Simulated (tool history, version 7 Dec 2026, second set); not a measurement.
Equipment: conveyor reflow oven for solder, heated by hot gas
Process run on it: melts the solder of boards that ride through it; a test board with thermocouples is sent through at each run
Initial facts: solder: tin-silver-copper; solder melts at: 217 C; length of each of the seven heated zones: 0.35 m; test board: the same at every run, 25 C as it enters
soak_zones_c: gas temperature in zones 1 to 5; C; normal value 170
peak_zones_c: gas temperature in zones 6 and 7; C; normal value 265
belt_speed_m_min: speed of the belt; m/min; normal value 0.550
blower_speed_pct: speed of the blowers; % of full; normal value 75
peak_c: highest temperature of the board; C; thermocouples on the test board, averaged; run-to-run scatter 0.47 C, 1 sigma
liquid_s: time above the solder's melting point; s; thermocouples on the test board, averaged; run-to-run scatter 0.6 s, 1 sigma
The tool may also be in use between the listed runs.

Run 1, hour 0.0: usual settings. Result: peak_c 247.8 C, liquid_s 52.5 s.
Run 2, hour 69.6: usual settings. Result: peak_c 247.7 C, liquid_s 51.8 s.
At hour 82.6: flux residue cleaned out of gas plates and filters.
Run 3, hour 117.8: usual settings. Result: peak_c 248.1 C, liquid_s 53.7 s.
Run 4, hour 182.6: usual settings. Result: peak_c 247.6 C, liquid_s 54.6 s.
Run 5, hour 230.2: usual settings. Result: peak_c 246.8 C, liquid_s 52.8 s.
Run 6, hour 307.9: usual settings but belt_speed_m_min 0.486 m/min. Result: peak_c 250.8 C, liquid_s 64.1 s.
Run 7, hour 402.5: usual settings but peak_zones_c 258 C. Result: peak_c 240.3 C, liquid_s 48.2 s.
At hour 418.2: flux residue cleaned out of gas plates and filters.
Run 8, hour 463.4: usual settings. Result: peak_c 248.0 C, liquid_s 55.0 s.
Run 9, hour 545.3: usual settings. Result: peak_c 246.4 C, liquid_s 53.0 s.
Run 10, hour 629.7: usual settings. Result: peak_c 247.2 C, liquid_s 52.9 s.
Run 11, hour 715.7: usual settings. Result: peak_c 246.5 C, liquid_s 52.2 s.
At hour 752.0: flux residue cleaned out of gas plates and filters.
Run 12, hour 784.8: usual settings but blower_speed_pct 69 % of full. Result: peak_c 245.2 C, liquid_s 51.8 s.
Run 13, hour 856.2: usual settings but blower_speed_pct 69 % of full. Result: peak_c 245.9 C, liquid_s 52.0 s.
Run 14, hour 899.4: usual settings but soak_zones_c 169 C. Result: peak_c 246.1 C, liquid_s 52.6 s.
Run 15, hour 938.2: usual settings but soak_zones_c 169 C. Result: peak_c 246.5 C, liquid_s 52.5 s.
Run 16, hour 1012.0: usual settings but soak_zones_c 169 C. Result: peak_c 246.0 C, liquid_s 52.6 s.
At hour 1041.9: belt drive overhauled, speed set with a stopwatch.
Run 17, hour 1078.5: usual settings but soak_zones_c 169 C. Result: peak_c 244.0 C, liquid_s 48.6 s.
At hour 1089.2: flux residue cleaned out of gas plates and filters.
Run 18, hour 1130.6: usual settings but soak_zones_c 169 C, belt_speed_m_min 0.597 m/min, blower_speed_pct 53 % of full. Result: peak_c 236.4 C, liquid_s 35.8 s.
Run 19, hour 1223.9: usual settings but soak_zones_c 169 C, belt_speed_m_min 0.597 m/min, blower_speed_pct 53 % of full. Result: peak_c 237.5 C, liquid_s 35.4 s.
At hour 1282.9: thermocouples of zones 6 and 7 changed.
Run 20, hour 1294.0: usual settings but soak_zones_c 169 C, belt_speed_m_min 0.597 m/min, blower_speed_pct 53 % of full. Result: peak_c 240.2 C, liquid_s 39.4 s.
Run 21, hour 1381.3: usual settings but soak_zones_c 169 C, belt_speed_m_min 0.597 m/min, blower_speed_pct 53 % of full. Result: peak_c 239.5 C, liquid_s 38.9 s.
At hour 1425.4: flux residue cleaned out of gas plates and filters.
Run 22, hour 1444.3: usual settings but soak_zones_c 169 C, belt_speed_m_min 0.597 m/min, blower_speed_pct 53 % of full. Result: peak_c 241.0 C, liquid_s 40.1 s.
Run 23, hour 1484.1: usual settings but soak_zones_c 159 C, peak_zones_c 258 C, belt_speed_m_min 0.583 m/min. Result: peak_c 240.6 C, liquid_s 39.2 s.
Run 24, hour 1577.8: usual settings but soak_zones_c 158 C, peak_zones_c 272 C, belt_speed_m_min 0.540 m/min. Result: peak_c 254.4 C, liquid_s 54.3 s.
Run 25, hour 1665.5: usual settings but soak_zones_c 158 C, peak_zones_c 272 C, belt_speed_m_min 0.540 m/min. Result: peak_c 253.2 C, liquid_s 53.7 s.
Run 26, hour 1750.9: usual settings but soak_zones_c 157 C, peak_zones_c 272 C, belt_speed_m_min 0.540 m/min, blower_speed_pct 62 % of full. Result: peak_c 249.2 C, liquid_s 49.6 s.
At hour 1759.8: flux residue cleaned out of gas plates and filters.
Run 27, hour 1825.6: usual settings but belt_speed_m_min 0.562 m/min. Result: peak_c 248.0 C, liquid_s 52.3 s.
Run 28, hour 1879.8: usual settings but soak_zones_c 165 C, belt_speed_m_min 0.449 m/min, blower_speed_pct 61 % of full. Result: peak_c 250.1 C, liquid_s 66.9 s.
Run 29, hour 1939.7: usual settings but soak_zones_c 162 C. Result: peak_c 247.3 C, liquid_s 50.5 s.
Run 30, hour 1999.3: usual settings but soak_zones_c 181 C, blower_speed_pct 62 % of full. Result: peak_c 247.7 C, liquid_s 57.0 s.

A few steps of peak_c between consecutive runs. Split each: what settings, incoming material and random variation would produce without the hidden state, and what is left over for the hidden state, along with gauge scatter present in only one of the two compared results (measured, and without hidden state):
The tool's hidden condition here consists of: heat that the gas passes to the board, % of a clean oven's; belt's true speed, % of the reading; true gas temperature in zones 6 and 7 over the reading, C; drift of the gauge itself on peak_c, C; drift of the gauge itself on liquid_s, %.
Run 6 -> 7: peak_zones_c 265 -> 258, belt_speed_m_min 0.486 -> 0.550. peak_c -10.5 C: hidden state -0.4, all else -10.1.
Run 7 -> 8: peak_zones_c 258 -> 265, flux residue cleaned out of gas plates and filters. peak_c +7.7 C: hidden state +0.8, all else +6.9.
Run 16 -> 17: belt drive overhauled, speed set with a stopwatch. peak_c -2.0 C: hidden state -1.2, all else -0.8.
Run 17 -> 18: belt_speed_m_min 0.550 -> 0.597, blower_speed_pct 75 -> 53, flux residue cleaned out of gas plates and filters. peak_c -7.6 C: hidden state +1.5, all else -9.1.
Run 19 -> 20: thermocouples of zones 6 and 7 changed. peak_c +2.7 C: hidden state +4.0, all else -1.3.
Run 23 -> 24: soak_zones_c 159 -> 158, peak_zones_c 258 -> 272, belt_speed_m_min 0.583 -> 0.540. peak_c +13.8 C: hidden state -0.5, all else +14.3.
